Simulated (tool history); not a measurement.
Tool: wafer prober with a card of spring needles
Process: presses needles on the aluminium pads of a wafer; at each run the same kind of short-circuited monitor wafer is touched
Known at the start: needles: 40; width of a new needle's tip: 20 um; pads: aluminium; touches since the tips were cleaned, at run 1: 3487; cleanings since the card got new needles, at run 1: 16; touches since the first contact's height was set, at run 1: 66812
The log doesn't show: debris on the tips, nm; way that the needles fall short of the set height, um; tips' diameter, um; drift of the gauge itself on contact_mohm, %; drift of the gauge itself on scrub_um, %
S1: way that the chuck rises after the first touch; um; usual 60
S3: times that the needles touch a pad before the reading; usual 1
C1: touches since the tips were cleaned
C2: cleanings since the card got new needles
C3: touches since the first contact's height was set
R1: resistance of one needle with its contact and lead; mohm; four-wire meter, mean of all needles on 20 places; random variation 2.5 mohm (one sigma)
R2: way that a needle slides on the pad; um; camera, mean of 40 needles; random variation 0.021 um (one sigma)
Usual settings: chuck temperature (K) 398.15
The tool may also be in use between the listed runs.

Run 1, hour 0: usual settings; C1 3487; C2 16; C3 66812. Result: R1 348 mohm, R2 12.63 um.
At hour 3: height of the first contact set anew.
At hour 9.1: tips cleaned on abrasive film.
Run 2, hour 13.2: usual settings; C1 1918; C2 17; C3 4775. Result: R1 376 mohm, R2 12.73 um.
At hour 25: tips cleaned on abrasive film.
Run 3, hour 32.3: usual settings; C1 3435; C2 18; C3 13684. Result: R1 345 mohm, R2 12.76 um.
At hour 40.5: tips cleaned on abrasive film.
Run 4, hour 44.4: usual settings; C1 1832; C2 19; C3 19341. Result: R1 330 mohm, R2 12.75 um.
At hour 56.2: tips cleaned on abrasive film.
Run 5, hour 59.3: usual settings; C1 1439; C2 20; C3 26260. Result: R1 317 mohm, R2 12.7 um.
At hour 71.6: tips cleaned on abrasive film.
Run 6, hour 78.2: usual settings but S1 43 um, chuck temperature (K) 376.15; C1 3138; C2 21; C3 35126. Result: R1 397 mohm, R2 9.03 um.
At hour 88.2: tips cleaned on abrasive film.
Run 7, hour 96.3: usual settings; C1 3786; C2 22; C3 43562. Result: R1 350 mohm, R2 12.66 um.
At hour 102.6: tips cleaned on abrasive film, once more.
Run 8, hour 111.3: usual settings; C1 4112; C2 23; C3 50572. Result: R1 354 mohm, R2 12.62 um.
At hour 119: tips cleaned on abrasive film.
Run 9, hour 127.6: usual settings but S1 44 um, chuck temperature (K) 316.15; C1 4026; C2 24; C3 58165. Result: R1 408 mohm, R2 9.22 um.
At hour 135.5: tips cleaned on abrasive film.
Run 10, hour 137.9: usual settings but S1 52 um, chuck temperature (K) 315.15; C1 1110; C2 25; C3 62945. Result: R1 318 mohm, R2 10.89 um.

Forecast each of these 5 alternatives for the next run:
At hour 149.4: height of the first contact set anew.
At hour 151.8: tips cleaned on abrasive film.
Run A, hour 154.2: usual settings but S1 63 um, chuck temperature (K) 335.15; C1 1119; C2 26; C3 2205. Result: R1 ?, R2 ?.
At hour 149.4: height of the first contact set anew.
At hour 151.8: tips cleaned on abrasive film.
Run B, hour 154.2: usual settings but S1 76 um, chuck temperature (K) 340.15; C1 1119; C2 26; C3 2205. Result: R1 ?, R2 ?.
At hour 149.4: height of the first contact set anew.
At hour 151.8: tips cleaned on abrasive film.
Run C, hour 154.2: usual settings but S1 61 um, chuck temperature (K) 315.15; C1 1119; C2 26; C3 2205. Result: R1 ?, R2 ?.
At hour 149.4: height of the first contact set anew.
At hour 151.8: tips cleaned on abrasive film.
Run D, hour 154.2: usual settings but S1 76 um, chuck temperature (K) 316.15; C1 1119; C2 26; C3 2205. Result: R1 ?, R2 ?.
At hour 149.4: height of the first contact set anew.
At hour 151.8: tips cleaned on abrasive film.
Run E, hour 154.2: usual settings but chuck temperature (K) 317.15; C1 1119; C2 26; C3 2205. Result: R1 ?, R2 ?.

run   R1     R2
  A  300  13.37
  B  292  16.16
  C  296  12.95
  D  289  16.13
  E  297  12.73
Without the tool's hidden state the same runs would have given:
run   R1     R2
  A  272  13.39
  B  272  16.18
  C  265  12.98
  D  268  16.15
  E  265  12.75
